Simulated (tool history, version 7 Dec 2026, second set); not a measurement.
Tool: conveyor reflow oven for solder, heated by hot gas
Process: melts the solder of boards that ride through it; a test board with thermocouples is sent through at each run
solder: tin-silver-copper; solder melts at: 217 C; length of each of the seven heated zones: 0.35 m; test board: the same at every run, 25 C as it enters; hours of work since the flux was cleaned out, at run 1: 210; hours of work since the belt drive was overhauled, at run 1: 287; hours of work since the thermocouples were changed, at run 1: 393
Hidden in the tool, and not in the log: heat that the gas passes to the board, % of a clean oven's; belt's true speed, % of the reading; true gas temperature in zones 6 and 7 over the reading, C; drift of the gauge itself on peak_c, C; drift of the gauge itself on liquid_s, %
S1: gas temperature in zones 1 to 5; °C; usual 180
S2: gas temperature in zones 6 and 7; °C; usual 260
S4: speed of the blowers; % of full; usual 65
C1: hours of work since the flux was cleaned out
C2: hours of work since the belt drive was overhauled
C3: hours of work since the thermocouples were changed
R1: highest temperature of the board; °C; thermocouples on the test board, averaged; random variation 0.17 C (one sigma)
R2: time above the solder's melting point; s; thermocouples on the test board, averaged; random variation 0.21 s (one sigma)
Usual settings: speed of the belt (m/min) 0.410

Run 1, hour 0.0: usual settings; C1 210; C2 287; C3 393. Result: R1 247.5 °C, R2 75.8 s.
Run 2, hour 22.3: usual settings; C1 221; C2 297; C3 403. Result: R1 247.4 °C, R2 76.4 s.
Run 3, hour 48.3: usual settings; C1 233; C2 309; C3 415. Result: R1 246.8 °C, R2 75.5 s.
Run 4, hour 74.8: usual settings; C1 245; C2 322; C3 428. Result: R1 247.1 °C, R2 76.0 s.
Run 5, hour 97.8: usual settings but S2 259 °C; C1 256; C2 332; C3 438. Result: R1 246.1 °C, R2 74.7 s.
Run 6, hour 115.5: usual settings but S2 259 °C; C1 264; C2 340; C3 447. Result: R1 246.1 °C, R2 74.4 s.
Run 7, hour 153.2: usual settings but S2 259 °C; C1 282; C2 358; C3 464. Result: R1 245.9 °C, R2 74.1 s.
Run 8, hour 180.9: usual settings but S2 253 °C; C1 294; C2 371; C3 477. Result: R1 240.2 °C, R2 68.1 s.
Run 9, hour 199.6: usual settings but S2 253 °C; C1 303; C2 379; C3 486. Result: R1 240.7 °C, R2 67.9 s.
Run 10, hour 224.7: usual settings but S2 253 °C; C1 315; C2 391; C3 497. Result: R1 239.9 °C, R2 67.5 s.
Run 11, hour 262.1: usual settings but S4 67 % of full; C1 332; C2 408; C3 515. Result: R1 246.4 °C, R2 75.4 s.
Run 12, hour 281.3: usual settings; C1 341; C2 417; C3 524. Result: R1 245.9 °C, R2 74.3 s.
At hour 290.2: flux residue cleaned out of gas plates and filters.
Run 13, hour 324.0: usual settings; C1 16; C2 435; C3 541. Result: R1 248.2 °C, R2 78.5 s.
Run 14, hour 362.9: usual settings; C1 34; C2 453; C3 559. Result: R1 248.3 °C, R2 77.9 s.
Run 15, hour 386.6: usual settings; C1 45; C2 464; C3 570. Result: R1 248.4 °C, R2 77.9 s.
Run 16, hour 418.9: usual settings but S1 195 °C, S4 83 % of full; C1 60; C2 479; C3 585. Result: R1 252.6 °C, R2 92.3 s.
Run 17, hour 439.6: usual settings but S1 170 °C, speed of the belt (m/min) 0.470, S4 72 % of full; C1 69; C2 488; C3 595. Result: R1 244.5 °C, R2 59.2 s.
Run 18, hour 476.3: usual settings but S1 171 °C, speed of the belt (m/min) 0.404; C1 86; C2 505; C3 612. Result: R1 246.8 °C, R2 73.7 s.
Run 19, hour 509.4: usual settings but S1 171 °C, speed of the belt (m/min) 0.404; C1 102; C2 521; C3 627. Result: R1 246.9 °C, R2 73.1 s.
Run 20, hour 530.1: usual settings but S1 169 °C, speed of the belt (m/min) 0.423; C1 111; C2 530; C3 637. Result: R1 245.0 °C, R2 66.3 s.
Run 21, hour 561.9: usual settings but S1 179 °C, S2 255 °C; C1 126; C2 545; C3 651. Result: R1 242.7 °C, R2 71.6 s.
Run 22, hour 600.8: usual settings but S1 179 °C, S2 255 °C; C1 144; C2 563; C3 669. Result: R1 242.8 °C, R2 71.4 s.
Run 23, hour 621.9: usual settings but S1 179 °C; C1 154; C2 573; C3 679. Result: R1 247.0 °C, R2 75.9 s.
Run 24, hour 659.5: usual settings but S1 173 °C, S4 55 % of full; C1 171; C2 590; C3 697. Result: R1 243.2 °C, R2 67.1 s.
Run 25, hour 690.9: usual settings but S1 173 °C, S4 55 % of full; C1 186; C2 605; C3 711. Result: R1 243.4 °C, R2 67.3 s.
Run 26, hour 725.1: usual settings but S1 173 °C, S4 55 % of full; C1 202; C2 621; C3 727. Result: R1 243.0 °C, R2 66.6 s.
Run 27, hour 753.1: usual settings but S1 170 °C, S2 252 °C, speed of the belt (m/min) 0.363, S4 52 % of full; C1 215; C2 634; C3 740. Result: R1 237.9 °C, R2 67.6 s.
Run 28, hour 772.4: usual settings but speed of the belt (m/min) 0.378, S4 74 % of full; C1 224; C2 643; C3 749. Result: R1 249.8 °C, R2 87.9 s.
Run 29, hour 791.8: usual settings but speed of the belt (m/min) 0.378, S4 74 % of full; C1 233; C2 652; C3 758. Result: R1 250.2 °C, R2 88.0 s.
Run 30, hour 810.4: usual settings but speed of the belt (m/min) 0.378, S4 74 % of full; C1 241; C2 660; C3 767. Result: R1 249.9 °C, R2 87.7 s.

Measured less the same run without the tool's hidden state. The same run-to-run variation is in both; the gauge's scatter may not be:
run    R1    R2
  1  -2.4  -3.0
  2  -2.5  -3.1
  3  -2.6  -3.3
  4  -2.7  -3.4
  5  -2.8  -3.7
  6  -2.8  -3.7
  7  -3.0  -4.0
  8  -3.0  -5.0
  9  -3.1  -5.2
 10  -3.2  -5.3
 11  -3.5  -4.5
 12  -3.6  -4.6
 13  -1.3  -0.9
 14  -1.5  -1.1
 15  -1.6  -1.3
 16  -1.7  -0.8
 17  -1.9  -1.9
 18  -2.0  -2.0
 19  -2.1  -2.2
 20  -2.3  -2.5
 21  -2.3  -2.7
 22  -2.4  -2.9
 23  -2.5  -2.6
 24  -2.7  -3.3
 25  -2.8  -3.4
 26  -3.0  -3.7
 27  -2.8  -4.9
 28  -3.2  -3.0
 29  -3.2  -3.1
 30  -3.2  -3.1
